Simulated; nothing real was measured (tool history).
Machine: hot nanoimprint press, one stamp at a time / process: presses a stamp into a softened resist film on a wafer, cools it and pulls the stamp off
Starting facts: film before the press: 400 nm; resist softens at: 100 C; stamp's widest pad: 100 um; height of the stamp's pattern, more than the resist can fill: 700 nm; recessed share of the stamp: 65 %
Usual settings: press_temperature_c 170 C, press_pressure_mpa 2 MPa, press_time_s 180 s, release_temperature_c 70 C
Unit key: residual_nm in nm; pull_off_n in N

run,day,press_temperature_c,press_pressure_mpa,press_time_s,release_temperature_c,residual_nm,pull_off_n
1,0,170,2,180,70,200.7,116
2,1.108,170,2,180,70,201.2,115
3,2.671,166,2,180,70,235.1,117
4,4.742,166,2,180,70,236.5,126
5,6.183,166,2,180,70,237.7,127
6,7.904,170,2,180,70,204,132
7,9.404,170,2,180,70,205,138
8,10.262,170,2,138,70,225.3,140
# day 12.083: stamp cleaned and given a new release coat
9,12.158,170,2,180,70,205.2,108
10,14.042,170,2,180,70,206.1,110
11,15.383,170,2,180,70,207,116
12,16.329,170,2,180,70,207,118
# day 18.054: plate thermocouple calibrated
13,18.054,170,2,180,70,210.1,120
14,19.188,170,2,180,70,209.9,127
15,20.346,170,2,180,70,209.5,132
16,21.988,176,2,290,70,136.7,136
17,24.05,158,2,193,75,310.9,121
18,24.954,158,2.37,327,77,263.5,112
19,26.779,158,2.37,327,77,264.4,120
# day 27.862: stamp cleaned and given a new release coat
20,28.975,160,2.2,180,61,293.8,144
# day 30.092: plate thermocouple calibrated, once more
21,30.267,170,2,119,70,232.6,109
22,31.304,161,2,180,70,280.5,114
23,33.054,161,2,180,70,281,118
24,35.083,181,2,114,62,157,155
25,36.662,163,1.28,151,65,310.5,145
26,37.875,170,2,246,55,182.6,183
27,39.121,170,2,246,55,183.3,180
28,40.704,170,1.93,360,68,160.6,142
29,41.838,161,1.86,190,68,287.4,144

Had the tool no unlogged condition, and each run kept its random variation, what would the results have been?
Unlogged tool condition in this case: true temperature over the reading, C; pressure that arrives at the usual setting, %; grip of the stamp's worn release coat, % over a new coat's; drift of the gauge itself on residual_nm, %; drift of the gauge itself on pull_off_n, %.
run,residual_nm,pull_off_n
1,200.8,108
2,200.8,105
3,234,104
4,234.6,107
5,235.2,105
6,201,106
7,201.5,108
8,221.3,108
9,200.7,107
10,200.9,104
11,201.3,107
12,200.9,107
13,201.5,105
14,201,108
15,200.2,111
16,129.4,110
17,300.3,94
18,250.2,85
19,250.3,88
20,280.5,137
21,231.4,105
22,279.1,107
23,278.8,107
24,154.6,135
25,308.1,122
26,178.8,151
27,179.1,146
28,156.2,112
29,282,111

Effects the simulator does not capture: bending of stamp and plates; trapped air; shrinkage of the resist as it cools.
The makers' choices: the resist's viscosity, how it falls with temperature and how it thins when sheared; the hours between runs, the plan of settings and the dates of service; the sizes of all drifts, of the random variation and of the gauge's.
